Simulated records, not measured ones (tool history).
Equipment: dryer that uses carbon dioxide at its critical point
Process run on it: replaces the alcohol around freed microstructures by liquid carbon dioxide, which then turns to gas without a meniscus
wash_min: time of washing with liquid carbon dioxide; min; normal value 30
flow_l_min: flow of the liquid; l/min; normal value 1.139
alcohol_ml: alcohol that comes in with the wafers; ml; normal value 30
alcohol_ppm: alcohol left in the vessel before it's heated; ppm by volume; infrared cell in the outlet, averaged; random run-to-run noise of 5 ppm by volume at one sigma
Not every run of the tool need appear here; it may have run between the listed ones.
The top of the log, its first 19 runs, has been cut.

run   hour  wash_min  flow_l_min  alcohol_ml  alcohol_ppm
 20  175.7        41        0.72          27           88
 21  186.7        41        0.72          27           83
 22  193.4        19        1.75          78           87
 23  204.6        19        1.75          78           89
 24  216.5        19        1.75          78           94
 25  224.7        25        1.75          78           61
 26    236        47        1.37          64           52
 27  249.4        20        1.01          77          493
 28    263        20        1.01          77          492
 29  273.1        20        1.28          24          107
 30  284.5        38       1.139          32           65
 31  293.6        38       1.139          32           63
 32  305.4        45        1.26          62           67

3 options for the next run, each taken on its own from the tool as it stands now. Forecast them:
  A  313.5        22        0.88          40            ?
  B  313.5        30        0.85          30            ?
  C  313.5        43        1.73          97            ?

run  alcohol_ppm
  A          344
  B          139
  C           67
The same runs, with their run-to-run variation unchanged, on a tool lacking any hidden condition would have given:
run  alcohol_ppm
  A          214
  B           55
  C            6
